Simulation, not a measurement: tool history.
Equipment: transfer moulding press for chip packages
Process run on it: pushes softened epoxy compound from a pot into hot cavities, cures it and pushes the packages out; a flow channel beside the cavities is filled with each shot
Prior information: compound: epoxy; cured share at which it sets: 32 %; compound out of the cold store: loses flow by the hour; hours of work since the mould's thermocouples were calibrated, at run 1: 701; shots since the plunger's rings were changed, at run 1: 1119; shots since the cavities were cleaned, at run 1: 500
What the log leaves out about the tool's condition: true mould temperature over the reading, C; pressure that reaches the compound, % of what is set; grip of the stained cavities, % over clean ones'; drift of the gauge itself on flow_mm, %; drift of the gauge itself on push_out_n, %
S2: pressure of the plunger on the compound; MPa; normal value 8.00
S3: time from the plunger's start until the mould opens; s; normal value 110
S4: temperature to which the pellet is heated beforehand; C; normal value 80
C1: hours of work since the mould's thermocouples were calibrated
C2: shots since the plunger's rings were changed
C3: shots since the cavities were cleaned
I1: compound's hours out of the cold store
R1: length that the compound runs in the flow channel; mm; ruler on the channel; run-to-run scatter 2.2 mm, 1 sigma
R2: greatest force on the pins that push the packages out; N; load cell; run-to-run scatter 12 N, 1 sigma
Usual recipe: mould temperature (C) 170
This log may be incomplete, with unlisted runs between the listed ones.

Run 1, hour 0.0: usual settings; C1 701; C2 1119; C3 500; I1 43.8. Result: R1 496 mm, R2 702 N.
At hour 48.3: cavities cleaned with cleaning compound and waxed.
Run 2, hour 65.4: usual settings; C1 731; C2 1595; C3 127; I1 33.5. Result: R1 522 mm, R2 601 N.
Run 3, hour 100.0: usual settings; C1 747; C2 1853; C3 385; I1 44.2. Result: R1 493 mm, R2 712 N.
At hour 141.4: mould's thermocouples calibrated.
Run 4, hour 160.8: usual settings; C1 9; C2 2291; C3 823; I1 28.9. Result: R1 536 mm, R2 836 N.
At hour 168.5: cavities cleaned with cleaning compound and waxed.
At hour 221.0: plunger's sealing rings changed.
Run 5, hour 232.8: usual settings but S2 9.29 MPa; C1 40; C2 88; C3 460; I1 22.6. Result: R1 607 mm, R2 782 N.
At hour 284.3: cavities cleaned with cleaning compound and waxed.
Run 6, hour 300.5: usual settings but S2 9.29 MPa; C1 71; C2 581; C3 121; I1 32.2. Result: R1 576 mm, R2 602 N.
Run 7, hour 343.1: usual settings but S2 9.29 MPa; C1 91; C2 898; C3 438; I1 42.0. Result: R1 544 mm, R2 713 N.
Run 8, hour 389.9: usual settings but S2 9.29 MPa; C1 112; C2 1246; C3 786; I1 43.7. Result: R1 536 mm, R2 833 N.
At hour 400.0: cavities cleaned with cleaning compound and waxed.
Run 9, hour 430.0: usual settings but S2 9.29 MPa; C1 130; C2 1534; C3 224; I1 36.3. Result: R1 559 mm, R2 674 N.
Run 10, hour 483.4: usual settings but S3 111 s; C1 155; C2 1931; C3 621; I1 37.5. Result: R1 516 mm, R2 775 N.
At hour 512.7: cavities cleaned with cleaning compound and waxed.
Run 11, hour 532.5: usual settings; C1 177; C2 2286; C3 148; I1 21.8. Result: R1 552 mm, R2 654 N.
Run 12, hour 577.2: usual settings; C1 197; C2 2619; C3 481; I1 26.4. Result: R1 540 mm, R2 786 N.
At hour 594.4: plunger's sealing rings changed.
At hour 628.3: cavities cleaned with cleaning compound and waxed.
Run 13, hour 628.3: usual settings but S3 115 s; C1 219; C2 242; C3 0; I1 15.2. Result: R1 585 mm, R2 488 N.
Run 14, hour 663.0: usual settings; C1 235; C2 500; C3 258; I1 23.1. Result: R1 554 mm, R2 681 N.
Run 15, hour 719.7: usual settings; C1 261; C2 922; C3 680; I1 40.4. Result: R1 513 mm, R2 785 N.
At hour 743.4: cavities cleaned with cleaning compound and waxed.
Run 16, hour 776.1: usual settings; C1 286; C2 1331; C3 244; I1 31.4. Result: R1 534 mm, R2 667 N.
Run 17, hour 823.8: usual settings but S4 70 C; C1 308; C2 1686; C3 599; I1 16.1. Result: R1 578 mm, R2 847 N.
At hour 857.6: cavities cleaned with cleaning compound and waxed.
Run 18, hour 868.5: usual settings but S4 70 C; C1 328; C2 2007; C3 80; I1 26.3. Result: R1 549 mm, R2 610 N.
Run 19, hour 899.0: usual settings but S4 70 C; C1 342; C2 2235; C3 308; I1 38.3. Result: R1 508 mm, R2 719 N.
Run 20, hour 929.0: usual settings but S4 70 C; C1 356; C2 2458; C3 531; I1 9.7. Result: R1 594 mm, R2 822 N.
At hour 966.1: plunger's sealing rings changed.
At hour 974.5: cavities cleaned with cleaning compound and waxed.
Run 21, hour 979.7: usual settings but S4 70 C; C1 378; C2 90; C3 39; I1 25.4. Result: R1 555 mm, R2 555 N.
Run 22, hour 1025.1: usual settings but mould temperature (C) 167, S2 6.89 MPa, S4 77 C; C1 399; C2 428; C3 377; I1 31.9. Result: R1 502 mm, R2 843 N.
Run 23, hour 1076.1: usual settings but S3 150 s, S4 74 C; C1 422; C2 808; C3 757; I1 46.8. Result: R1 492 mm, R2 663 N.
At hour 1088.0: cavities cleaned with cleaning compound and waxed.
Run 24, hour 1142.3: usual settings but mould temperature (C) 162, S3 123 s; C1 452; C2 1289; C3 404; I1 29.8. Result: R1 559 mm, R2 1009 N.
At hour 1202.2: cavities cleaned with cleaning compound and waxed.
Run 25, hour 1212.3: usual settings but mould temperature (C) 169, S3 92 s, S4 83 C; C1 484; C2 1799; C3 75; I1 28.5. Result: R1 541 mm, R2 859 N.
Run 26, hour 1271.9: usual settings but S3 133 s; C1 511; C2 2243; C3 519; I1 34.3. Result: R1 519 mm, R2 634 N.
Run 27, hour 1309.1: usual settings but mould temperature (C) 173, S2 7.40 MPa, S3 129 s; C1 528; C2 2520; C3 796; I1 12.2. Result: R1 553 mm, R2 679 N.

What if the next run were any one of these 4? Each begins from the tool's condition after run 27:
At hour 1317.0: cavities cleaned with cleaning compound and waxed.
At hour 1338.4: plunger's sealing rings changed.
Run A, hour 1364.3: usual settings but S2 8.13 MPa, S3 136 s; C1 552; C2 193; C3 333; I1 37.7. Result: R1 ?, R2 ?.
At hour 1317.0: cavities cleaned with cleaning compound and waxed.
At hour 1338.4: plunger's sealing rings changed.
Run B, hour 1364.3: usual settings but mould temperature (C) 177, S2 7.40 MPa, S3 129 s, S4 86 C; C1 552; C2 193; C3 333; I1 33.9. Result: R1 ?, R2 ?.
At hour 1317.0: cavities cleaned with cleaning compound and waxed.
At hour 1338.4: plunger's sealing rings changed.
Run C, hour 1364.3: usual settings but mould temperature (C) 164; C1 552; C2 193; C3 333; I1 35.4. Result: R1 ?, R2 ?.
At hour 1317.0: cavities cleaned with cleaning compound and waxed.
At hour 1338.4: plunger's sealing rings changed.
Run D, hour 1364.3: usual settings but mould temperature (C) 173, S2 8.09 MPa, S3 114 s; C1 552; C2 193; C3 333; I1 44.8. Result: R1 ?, R2 ?.

run   R1    R2
  A  524   588
  B  492   559
  C  543  1001
  D  496   594
What these runs would have given with no unlogged condition in the tool:
run   R1   R2
  A  527  438
  B  495  412
  C  547  798
  D  500  443
